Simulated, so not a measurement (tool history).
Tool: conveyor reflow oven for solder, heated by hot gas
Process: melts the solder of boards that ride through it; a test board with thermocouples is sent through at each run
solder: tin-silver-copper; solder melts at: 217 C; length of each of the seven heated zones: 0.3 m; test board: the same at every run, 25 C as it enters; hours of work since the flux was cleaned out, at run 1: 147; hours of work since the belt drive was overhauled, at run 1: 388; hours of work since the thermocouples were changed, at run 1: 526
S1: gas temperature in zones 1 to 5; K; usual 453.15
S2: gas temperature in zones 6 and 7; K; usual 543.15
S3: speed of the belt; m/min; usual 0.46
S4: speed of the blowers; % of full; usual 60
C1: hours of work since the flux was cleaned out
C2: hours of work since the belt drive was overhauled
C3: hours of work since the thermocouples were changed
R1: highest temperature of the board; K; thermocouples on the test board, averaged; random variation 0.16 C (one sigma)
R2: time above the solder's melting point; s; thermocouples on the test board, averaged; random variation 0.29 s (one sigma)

| run | hour | S1 | S2 | S3 | S4 | C1 | C2 | C3 | R1 | R2 |
|---|---|---|---|---|---|---|---|---|---|---|
| 1 | 0 | 453.15 | 543.15 | 0.46 | 60 | 147 | 388 | 526 | 531.25 | 65.9 |
|  | 17.4 | flux residue cleaned out of gas plates and filters |
| 2 | 38.3 | 453.15 | 543.15 | 0.46 | 60 | 14 | 410 | 548 | 531.35 | 65.9 |
| 3 | 72.6 | 453.15 | 543.15 | 0.46 | 60 | 36 | 433 | 571 | 531.75 | 65.9 |
| 4 | 128.6 | 453.15 | 536.15 | 0.46 | 60 | 73 | 470 | 608 | 524.95 | 62.2 |
| 5 | 161.6 | 453.15 | 536.15 | 0.46 | 60 | 95 | 491 | 629 | 525.25 | 62.1 |
| 6 | 190.4 | 453.15 | 536.15 | 0.46 | 60 | 114 | 510 | 648 | 525.25 | 62.1 |
|  | 206 | thermocouples of zones 6 and 7 changed |
| 7 | 228 | 453.15 | 536.15 | 0.46 | 60 | 137 | 534 | 14 | 523.35 | 60.5 |
|  | 259.6 | flux residue cleaned out of gas plates and filters |
| 8 | 266.3 | 453.15 | 543.15 | 0.456 | 60 | 4 | 555 | 36 | 530.45 | 66.1 |
| 9 | 290.9 | 453.15 | 543.15 | 0.474 | 60 | 21 | 572 | 53 | 529.35 | 63.2 |
| 10 | 321.5 | 453.15 | 543.15 | 0.424 | 60 | 41 | 592 | 73 | 532.45 | 73 |
| 11 | 363.7 | 453.15 | 553.15 | 0.46 | 60 | 68 | 620 | 100 | 539.15 | 70.8 |
| 12 | 412.2 | 453.15 | 543.15 | 0.46 | 60 | 100 | 651 | 132 | 530.25 | 65.7 |
| 13 | 450 | 453.15 | 543.15 | 0.46 | 60 | 125 | 676 | 157 | 530.25 | 65.7 |
|  | 500.4 | flux residue cleaned out of gas plates and filters |
| 14 | 507.8 | 453.15 | 543.15 | 0.46 | 60 | 5 | 711 | 192 | 530.25 | 66.1 |
| 15 | 548.9 | 453.15 | 543.15 | 0.46 | 60 | 32 | 738 | 219 | 530.35 | 66 |
| 16 | 584.4 | 453.15 | 543.15 | 0.46 | 60 | 55 | 761 | 242 | 530.65 | 66 |
| 17 | 613.4 | 460.15 | 537.15 | 0.545 | 50 | 74 | 780 | 261 | 519.45 | 49.4 |
| 18 | 649.2 | 460.15 | 537.15 | 0.545 | 50 | 98 | 804 | 285 | 519.15 | 48.8 |
| 19 | 694.4 | 457.15 | 543.15 | 0.376 | 80 | 127 | 834 | 314 | 537.45 | 88.8 |
| 20 | 722.6 | 457.15 | 543.15 | 0.376 | 80 | 146 | 852 | 333 | 537.45 | 88.9 |
|  | 743.6 | flux residue cleaned out of gas plates and filters |
| 21 | 759 | 453.15 | 543.15 | 0.505 | 65 | 10 | 873 | 354 | 528.85 | 59.1 |
| 22 | 800.6 | 460.15 | 546.15 | 0.505 | 65 | 37 | 900 | 381 | 533.05 | 64.1 |
| 23 | 857.4 | 453.15 | 551.15 | 0.46 | 53 | 75 | 937 | 418 | 536.85 | 69.6 |
| 24 | 891.1 | 451.15 | 551.15 | 0.419 | 53 | 97 | 959 | 440 | 539.45 | 77.5 |
| 25 | 940.6 | 453.15 | 558.15 | 0.46 | 81 | 129 | 992 | 473 | 547.85 | 75.9 |
|  | 982.2 | flux residue cleaned out of gas plates and filters |
| 26 | 999.2 | 459.15 | 543.15 | 0.46 | 60 | 11 | 1027 | 508 | 531.95 | 69.9 |
| 27 | 1024 | 445.15 | 536.15 | 0.488 | 66 | 27 | 1044 | 524 | 522.85 | 54.4 |
| 28 | 1053.2 | 445.15 | 536.15 | 0.488 | 66 | 47 | 1063 | 544 | 522.65 | 54.6 |
| 29 | 1110 | 466.15 | 536.15 | 0.488 | 51 | 84 | 1100 | 581 | 523.95 | 63.6 |
| 30 | 1162.4 | 466.15 | 536.15 | 0.488 | 51 | 118 | 1134 | 615 | 523.85 | 63.6 |
| 31 | 1212.6 | 466.15 | 536.15 | 0.488 | 51 | 151 | 1167 | 648 | 524.05 | 63.8 |

3 ways to go on from here, each from the tool as it stands after run 31. What would each give?
|  | 1220.9 | flux residue cleaned out of gas plates and filters |
|  | 1230.4 | thermocouples of zones 6 and 7 changed |
| A | 1271.2 | 468.15 | 536.15 | 0.488 | 54 | 32 | 1201 | 27 | ? | ? |
|  | 1220.9 | flux residue cleaned out of gas plates and filters |
|  | 1230.4 | thermocouples of zones 6 and 7 changed |
| B | 1271.2 | 459.15 | 551.15 | 0.371 | 51 | 32 | 1201 | 27 | ? | ? |
|  | 1220.9 | flux residue cleaned out of gas plates and filters |
|  | 1230.4 | thermocouples of zones 6 and 7 changed |
| C | 1271.2 | 453.15 | 543.15 | 0.372 | 60 | 32 | 1201 | 27 | ? | ? |

| run | R1 | R2 |
|---|---|---|
| A | 524.65 | 65.4 |
| B | 543.15 | 95 |
| C | 536.15 | 88.1 |
Without the tool's hidden state the same runs would have given:
| run | R1 | R2 |
|---|---|---|
| A | 523.75 | 63 |
| B | 542.35 | 92.1 |
| C | 535.35 | 85.3 |

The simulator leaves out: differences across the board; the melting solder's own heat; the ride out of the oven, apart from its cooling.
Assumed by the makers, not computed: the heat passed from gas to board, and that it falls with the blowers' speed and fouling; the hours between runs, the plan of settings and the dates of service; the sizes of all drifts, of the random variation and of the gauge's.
